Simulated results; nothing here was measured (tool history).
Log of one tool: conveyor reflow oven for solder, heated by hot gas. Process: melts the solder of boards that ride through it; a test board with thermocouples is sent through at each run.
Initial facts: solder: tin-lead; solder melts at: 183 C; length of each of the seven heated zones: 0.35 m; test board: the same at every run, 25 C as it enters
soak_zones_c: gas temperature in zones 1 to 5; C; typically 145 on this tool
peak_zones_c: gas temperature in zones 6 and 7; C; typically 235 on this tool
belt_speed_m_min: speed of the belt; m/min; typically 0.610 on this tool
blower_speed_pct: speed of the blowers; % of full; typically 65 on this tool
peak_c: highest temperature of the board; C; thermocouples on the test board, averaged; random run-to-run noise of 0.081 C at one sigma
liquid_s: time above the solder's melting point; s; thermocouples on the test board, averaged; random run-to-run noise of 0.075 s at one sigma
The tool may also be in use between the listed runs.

| run | hour | soak_zones_c | peak_zones_c | belt_speed_m_min | blower_speed_pct | peak_c | liquid_s |
|---|---|---|---|---|---|---|---|
| 1 | 0.0 | 145 | 235 | 0.610 | 65 | 215.77 | 52.66 |
| 2 | 7.7 | 145 | 235 | 0.610 | 57 | 213.00 | 49.88 |
| 3 | 17.4 | 145 | 235 | 0.610 | 57 | 213.04 | 49.97 |
| 4 | 31.1 | 145 | 226 | 0.610 | 65 | 208.41 | 46.41 |
| 5 | 39.7 | 145 | 235 | 0.610 | 75 | 218.55 | 55.05 |
| 6 | 52.4 | 145 | 235 | 0.610 | 75 | 218.38 | 54.94 |
| 7 | 68.3 | 145 | 235 | 0.610 | 75 | 218.46 | 54.86 |
| 8 | 82.2 | 145 | 235 | 0.610 | 65 | 215.44 | 52.46 |
| 9 | 92.8 | 145 | 235 | 0.610 | 65 | 215.67 | 52.47 |
| 10 | 102.0 | 157 | 235 | 0.610 | 65 | 218.32 | 59.19 |
| 11 | 118.1 | 131 | 235 | 0.610 | 81 | 217.32 | 49.84 |
| 12 | 131.6 | 153 | 248 | 0.610 | 81 | 232.31 | 65.50 |
| 13 | 149.0 | 156 | 246 | 0.537 | 55 | 227.90 | 73.47 |
| 14 | 163.7 | 145 | 235 | 0.610 | 81 | 219.58 | 56.04 |
| 15 | 171.4 | 134 | 229 | 0.610 | 65 | 208.08 | 42.25 |
| 16 | 186.6 | 149 | 235 | 0.526 | 74 | 222.64 | 69.40 |
| 17 | 198.8 | 149 | 235 | 0.526 | 74 | 222.71 | 69.17 |

Branching from run 17: 5 alternative next runs. What would each branch give?
| A | 205.9 | 145 | 230 | 0.610 | 65 | ? | ? |
| B | 205.9 | 149 | 230 | 0.656 | 60 | ? | ? |
| C | 205.9 | 139 | 242 | 0.610 | 51 | ? | ? |
| D | 205.9 | 159 | 235 | 0.602 | 77 | ? | ? |
| E | 205.9 | 152 | 248 | 0.707 | 65 | ? | ? |

| run | peak_c | liquid_s |
|---|---|---|
| A | 211.14 | 48.86 |
| B | 208.02 | 43.27 |
| C | 213.98 | 48.23 |
| D | 221.60 | 63.42 |
| E | 221.72 | 50.75 |
Without the tool's hidden state the same runs would have given:
| run | peak_c | liquid_s |
|---|---|---|
| A | 212.28 | 49.53 |
| B | 209.14 | 44.07 |
| C | 215.04 | 48.68 |
| D | 222.64 | 63.32 |
| E | 223.24 | 51.10 |

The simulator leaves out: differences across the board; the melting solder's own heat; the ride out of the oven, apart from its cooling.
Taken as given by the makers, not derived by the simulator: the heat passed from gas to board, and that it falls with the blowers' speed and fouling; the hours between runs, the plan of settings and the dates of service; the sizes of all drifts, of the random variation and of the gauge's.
